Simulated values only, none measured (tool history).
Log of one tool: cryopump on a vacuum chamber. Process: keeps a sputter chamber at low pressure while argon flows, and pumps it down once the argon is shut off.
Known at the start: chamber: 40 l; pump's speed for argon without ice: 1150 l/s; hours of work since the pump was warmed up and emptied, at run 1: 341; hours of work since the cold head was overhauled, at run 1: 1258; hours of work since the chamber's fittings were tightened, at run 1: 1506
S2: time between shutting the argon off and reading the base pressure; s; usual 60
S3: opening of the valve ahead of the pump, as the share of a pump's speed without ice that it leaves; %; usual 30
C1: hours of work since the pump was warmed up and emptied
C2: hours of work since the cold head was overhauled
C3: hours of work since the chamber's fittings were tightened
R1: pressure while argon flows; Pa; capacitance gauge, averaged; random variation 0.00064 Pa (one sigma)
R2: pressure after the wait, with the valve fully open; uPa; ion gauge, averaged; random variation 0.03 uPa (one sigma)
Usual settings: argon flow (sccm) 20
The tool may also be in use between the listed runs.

Run 1, day 0.000: usual settings; C1 341; C2 1258; C3 1506. Result: R1 0.1005 Pa, R2 2.93 uPa.
Run 2, day 2.017: usual settings; C1 365; C2 1282; C3 1530. Result: R1 0.1009 Pa, R2 2.98 uPa.
Run 3, day 5.775: usual settings; C1 410; C2 1327; C3 1575. Result: R1 0.1000 Pa, R2 2.94 uPa.
Run 4, day 8.625: usual settings; C1 444; C2 1361; C3 1609. Result: R1 0.1013 Pa, R2 3.07 uPa.
Run 5, day 11.788: usual settings; C1 481; C2 1399; C3 1646. Result: R1 0.1018 Pa, R2 2.99 uPa.
Run 6, day 15.567: usual settings; C1 526; C2 1444; C3 1691. Result: R1 0.1022 Pa, R2 3.18 uPa.
Run 7, day 17.567: usual settings; C1 550; C2 1467; C3 1715. Result: R1 0.1013 Pa, R2 3.17 uPa.
Run 8, day 20.504: usual settings but S3 48 %; C1 585; C2 1502; C3 1750. Result: R1 0.0650 Pa, R2 3.14 uPa.
Run 9, day 22.858: usual settings but argon flow (sccm) 8, S2 71 s, S3 38 %; C1 613; C2 1530; C3 1778. Result: R1 0.0321 Pa, R2 3.06 uPa.
Run 10, day 25.596: usual settings but S3 26 %; C1 645; C2 1563; C3 1811. Result: R1 0.1161 Pa, R2 3.29 uPa.
Run 11, day 28.979: usual settings but S3 26 %; C1 686; C2 1603; C3 1851. Result: R1 0.1179 Pa, R2 3.32 uPa.
At day 30.312: leaking fittings of the chamber tightened, without venting.
Run 12, day 31.096: usual settings but S2 53 s, S3 27 %; C1 710; C2 1627; C3 9. Result: R1 0.1128 Pa, R2 1.88 uPa.
Run 13, day 33.683: usual settings but argon flow (sccm) 21, S2 53 s, S3 27 %; C1 741; C2 1658; C3 40. Result: R1 0.1196 Pa, R2 1.86 uPa.
Run 14, day 36.079: usual settings but argon flow (sccm) 21, S2 53 s, S3 27 %; C1 769; C2 1686; C3 69. Result: R1 0.1193 Pa, R2 1.95 uPa.
Run 15, day 38.329: usual settings but argon flow (sccm) 21, S2 53 s, S3 27 %; C1 796; C2 1713; C3 95. Result: R1 0.1200 Pa, R2 1.87 uPa.
At day 41.654: pump warmed up, emptied and cooled again.
Run 16, day 41.996: usual settings but argon flow (sccm) 21, S2 53 s, S3 27 %; C1 4; C2 1754; C3 136. Result: R1 0.1145 Pa, R2 1.89 uPa.

3 ways to go on from here, each from the tool as it stands after run 16. What would each give?
Run A, day 45.529: usual settings but S2 230 s; C1 46; C2 1796; C3 178. Result: R1 ?, R2 ?.
Run B, day 45.529: usual settings but argon flow (sccm) 21, S2 26 s, S3 27 %; C1 46; C2 1796; C3 178. Result: R1 ?, R2 ?.
Run C, day 45.529: usual settings but argon flow (sccm) 13, S2 53 s, S3 29 %; C1 46; C2 1796; C3 178. Result: R1 ?, R2 ?.

run      R1    R2
  A  0.0976  0.85
  B  0.1152  3.37
  C  0.0653  1.91
Without the tool's hidden state the same runs would have given:
run      R1    R2
  A  0.0969  0.60
  B  0.1146  3.13
  C  0.0649  1.67

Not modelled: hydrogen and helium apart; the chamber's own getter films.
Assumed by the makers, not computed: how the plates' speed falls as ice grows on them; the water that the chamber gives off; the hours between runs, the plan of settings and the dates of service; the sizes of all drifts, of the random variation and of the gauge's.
